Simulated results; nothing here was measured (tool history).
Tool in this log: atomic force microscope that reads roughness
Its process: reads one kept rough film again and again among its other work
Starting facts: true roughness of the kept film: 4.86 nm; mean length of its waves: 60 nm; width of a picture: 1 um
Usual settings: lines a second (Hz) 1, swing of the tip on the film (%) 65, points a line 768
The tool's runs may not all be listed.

run   hour  lines a second (Hz)  swing of the tip on the film (%)  points a line  roughness of the kept film (nm (root mean square))
  1      0                    1                                65            768                                               4.583
  2   15.3                    1                                65            768                                               4.573
  3   24.8                    1                                65            768                                               4.565
  4   38.3                    1                                65            768                                               4.567
  5   48.6                    1                                68            768                                               4.538
  6   61.8                    1                                68            768                                                4.54
  7   77.4                    1                                68            947                                               4.523
  8   88.8                    1                                68            947                                                4.53
  9   96.2                    1                                68            947                                               4.531
 10  103.2                    1                                68            947                                               4.515
 11  111.1                 0.57                                68            947                                               4.566
 12  117.8                 0.57                                68            947                                               4.563
 13  132.6                    1                                57            768                                               4.588
 14  141.2                    1                                57            768                                               4.576
 15  151.2                    1                                64            768                                               4.525
 16  162.9                    1                                62            539                                               4.556
 17  170.4                 3.45                                86            539                                               3.603
 18  182.5                  2.7                                61            318                                               4.375
 19  193.3                 2.88                                69            768                                                4.23
 20  205.8                 2.54                                59            917                                               4.437
 21  218.7                 1.34                                59            456                                               4.514
 22  226.2                 1.34                                59            456                                               4.513
 23  239.1                 1.34                                59            456                                               4.504

Alternative continuations, all from the tool just after run 23; predict every row:
  A  254.2                    1                                73            325                                                   ?
  B  254.2                 0.82                                58            381                                                   ?
  C  254.2                 1.27                                58            456                                                   ?
  D  254.2                  0.5                                64            508                                                   ?

run  roughness of the kept film (nm (root mean square))
  A                                               4.406
  B                                               4.546
  C                                                4.52
  D                                               4.545
With no hidden state in the tool, these same runs would have given:
run  roughness of the kept film (nm (root mean square))
  A                                               4.513
  B                                               4.656
  C                                                4.63
  D                                               4.655

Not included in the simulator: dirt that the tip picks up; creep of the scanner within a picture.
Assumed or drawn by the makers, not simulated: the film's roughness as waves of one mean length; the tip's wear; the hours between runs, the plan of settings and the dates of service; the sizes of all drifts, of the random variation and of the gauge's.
